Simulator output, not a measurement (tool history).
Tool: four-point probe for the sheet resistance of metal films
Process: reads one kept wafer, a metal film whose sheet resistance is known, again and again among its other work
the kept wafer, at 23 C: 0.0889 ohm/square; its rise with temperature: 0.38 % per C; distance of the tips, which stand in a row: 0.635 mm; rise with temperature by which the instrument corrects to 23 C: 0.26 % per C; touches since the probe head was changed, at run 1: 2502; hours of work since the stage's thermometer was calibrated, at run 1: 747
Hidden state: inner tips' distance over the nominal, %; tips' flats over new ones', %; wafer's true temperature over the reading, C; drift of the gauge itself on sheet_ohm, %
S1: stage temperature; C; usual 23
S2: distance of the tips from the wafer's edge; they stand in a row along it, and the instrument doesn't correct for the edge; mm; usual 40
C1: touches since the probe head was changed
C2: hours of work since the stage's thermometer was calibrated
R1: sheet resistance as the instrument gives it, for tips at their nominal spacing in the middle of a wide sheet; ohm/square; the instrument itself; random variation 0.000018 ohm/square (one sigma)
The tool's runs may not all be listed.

{"run": 1, "hour": 0.0, "S1": 23, "S2": 40, "C1": 2502, "C2": 747, "R1": 0.089}
{"run": 2, "hour": 63.3, "S1": 23, "S2": 5, "C1": 5987, "C2": 794, "R1": 0.089747}
{"run": 3, "hour": 90.5, "S1": 23, "S2": 72, "C1": 7484, "C2": 814, "R1": 0.088959}
{"run": 4, "hour": 133.3, "S1": 23, "S2": 40, "C1": 9842, "C2": 845, "R1": 0.08895}
{"run": 5, "hour": 187.2, "S1": 21, "S2": 40, "C1": 12807, "C2": 885, "R1": 0.088704}
{"run": 6, "hour": 216.6, "S1": 21, "S2": 40, "C1": 14426, "C2": 907, "R1": 0.088692}
{"run": 7, "hour": 246.1, "S1": 21, "S2": 40, "C1": 16052, "C2": 929, "R1": 0.088699}
{"run": 8, "hour": 283.7, "S1": 32, "S2": 40, "C1": 18119, "C2": 957, "R1": 0.08971}
{"run": 9, "hour": 347.4, "S1": 32, "S2": 40, "C1": 21624, "C2": 1004, "R1": 0.089681}
{"run": 10, "hour": 406.7, "S1": 23, "S2": 40, "C1": 24889, "C2": 1048, "R1": 0.088812}
{"run": 11, "hour": 447.9, "S1": 23, "S2": 40, "C1": 27160, "C2": 1078, "R1": 0.088749}
{"run": 12, "hour": 486.4, "S1": 23, "S2": 40, "C1": 29281, "C2": 1107, "R1": 0.088725}
{"run": 13, "hour": 543.6, "S1": 23, "S2": 26, "C1": 32425, "C2": 1149, "R1": 0.088705}
{"run": 14, "hour": 594.9, "S1": 23, "S2": 26, "C1": 35254, "C2": 1187, "R1": 0.08868}
{"run": 15, "hour": 628.0, "S1": 23, "S2": 26, "C1": 37074, "C2": 1211, "R1": 0.088664}
{"run": 16, "hour": 661.7, "S1": 23, "S2": 6, "C1": 38929, "C2": 1236, "R1": 0.089164}
{"run": 17, "hour": 717.4, "S1": 23, "S2": 6, "C1": 41995, "C2": 1278, "R1": 0.089123}
{"hour": 722.5, "done": "stage's thermometer calibrated"}
{"run": 18, "hour": 759.0, "S1": 23, "S2": 11, "C1": 44258, "C2": 27, "R1": 0.088752}
{"run": 19, "hour": 817.5, "S1": 24, "S2": 4, "C1": 47478, "C2": 70, "R1": 0.089825}
{"hour": 850.6, "done": "stage's thermometer calibrated, once more"}
{"run": 20, "hour": 879.9, "S1": 34, "S2": 46, "C1": 50888, "C2": 22, "R1": 0.089456}
{"run": 21, "hour": 906.6, "S1": 20, "S2": 8, "C1": 52355, "C2": 41, "R1": 0.088356}
{"run": 22, "hour": 966.0, "S1": 22, "S2": 8, "C1": 55625, "C2": 85, "R1": 0.088565}

Run 23 comes next. What will it give?
{"run": 23, "hour": 998.6, "S1": 19, "S2": 8, "C1": 57418, "C2": 109, "R1": "?"}

{"run 23": {"R1": 0.088222}}
Without the tool's hidden state the same run would have given R1 0.088788 ohm/square.
